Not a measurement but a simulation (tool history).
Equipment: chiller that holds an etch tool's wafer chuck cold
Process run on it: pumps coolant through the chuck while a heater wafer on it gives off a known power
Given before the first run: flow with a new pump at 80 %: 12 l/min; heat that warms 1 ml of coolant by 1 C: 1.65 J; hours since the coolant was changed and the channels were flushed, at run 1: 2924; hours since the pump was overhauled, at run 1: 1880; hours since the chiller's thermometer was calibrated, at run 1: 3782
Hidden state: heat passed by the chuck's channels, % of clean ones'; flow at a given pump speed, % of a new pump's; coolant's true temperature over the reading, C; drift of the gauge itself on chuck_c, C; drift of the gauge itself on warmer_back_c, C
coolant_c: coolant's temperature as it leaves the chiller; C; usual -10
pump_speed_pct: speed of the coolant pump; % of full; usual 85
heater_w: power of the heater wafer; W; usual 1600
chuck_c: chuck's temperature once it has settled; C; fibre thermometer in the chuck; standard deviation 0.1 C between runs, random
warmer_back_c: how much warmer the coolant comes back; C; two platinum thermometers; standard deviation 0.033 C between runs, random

run	day	coolant_c	pump_speed_pct	heater_w	hours since the coolant was changed and the channels were flushed	hours since the pump was overhauled	hours since the chiller's thermometer was calibrated	chuck_c	warmer_back_c
1	0	-10	85	1600	2924	1880	3782	1.2	4.82
2	2.312	-10	85	1600	2980	1936	3837	1.4	4.79
3	5.304	-10	85	1600	3052	2008	3909	1.3	4.83
4	7.638	-10	85	1600	3108	2064	3965	1.3	4.81
5	9.233	-10	85	1600	3146	2102	4003	1.4	4.87
6	11.858	-10	85	1600	3209	2165	4066	1.4	4.93
7	13.804	-10	85	1600	3256	2212	4113	1.6	4.88
# day 16.683: chiller's thermometer calibrated
8	17.1	-10	85	1600	3334	2290	10	2	4.89
9	20.412	-10	85	1600	3413	2369	90	2.1	4.97
10	22.679	-10	85	1579	3468	2424	144	1.7	4.82
11	25.604	-10	85	1579	3538	2494	214	1.9	4.88
12	27.958	-10	78	1600	3594	2550	271	2.7	5.44
13	30.188	-9	85	1600	3648	2604	324	3.3	4.99
14	33.325	-18	85	1600	3723	2679	399	-5.7	4.95
15	36.279	-18	85	1600	3794	2750	470	-5.7	5.02
16	38.325	-10	85	1600	3843	2799	519	2.4	5.02
17	41.467	-10	85	1600	3919	2875	595	2.3	5
18	43.883	-9	98	1600	3977	2933	653	2.2	4.31
19	45.446	-9	98	1600	4014	2970	690	2	4.38
20	48.388	-9	98	1600	4085	3041	761	2.4	4.39
21	49.754	-9	98	1269	4118	3073	794	-0.1	3.51
22	51.675	-14	80	1600	4164	3120	840	-0.8	5.38
23	54.171	-14	80	1600	4224	3179	900	-0.9	5.43
24	56.117	-10	85	1418	4270	3226	946	1.1	4.49
25	57.679	-18	82	1600	4308	3264	984	-4.9	5.27
26	59.212	-10	62	1853	4345	3300	1021	8.4	8.18
27	60.762	-12	62	1207	4382	3338	1058	-0.1	5.33
28	62.675	-17	80	1158	4428	3384	1104	-7.2	3.93
29	64.325	-1	80	1547	4467	3423	1143	11.9	5.29
30	66.683	-11	94	1547	4524	3480	1200	0.5	4.52
31	68.962	-10	85	1414	4579	3534	1255	1.4	4.56
32	71.733	-18	68	1194	4645	3601	1321	-6.9	4.84

Hidden state at the last listed run before each entry between runs and at the first one after, where it differs:
Between runs 7 and 8: chiller's thermometer calibrated (day 16.683)
  heat passed by the chuck's channels, % of clean ones': 84.3 -> 83.9; flow at a given pump speed, % of a new pump's: 93.1 -> 92.8; coolant's true temperature over the reading, C: -0.38 -> -0.01
  what was measured, less what the result would be without the hidden state, chuck_c: +1.6 -> +2 C; warmer_back_c: +0.34 -> +0.35 C
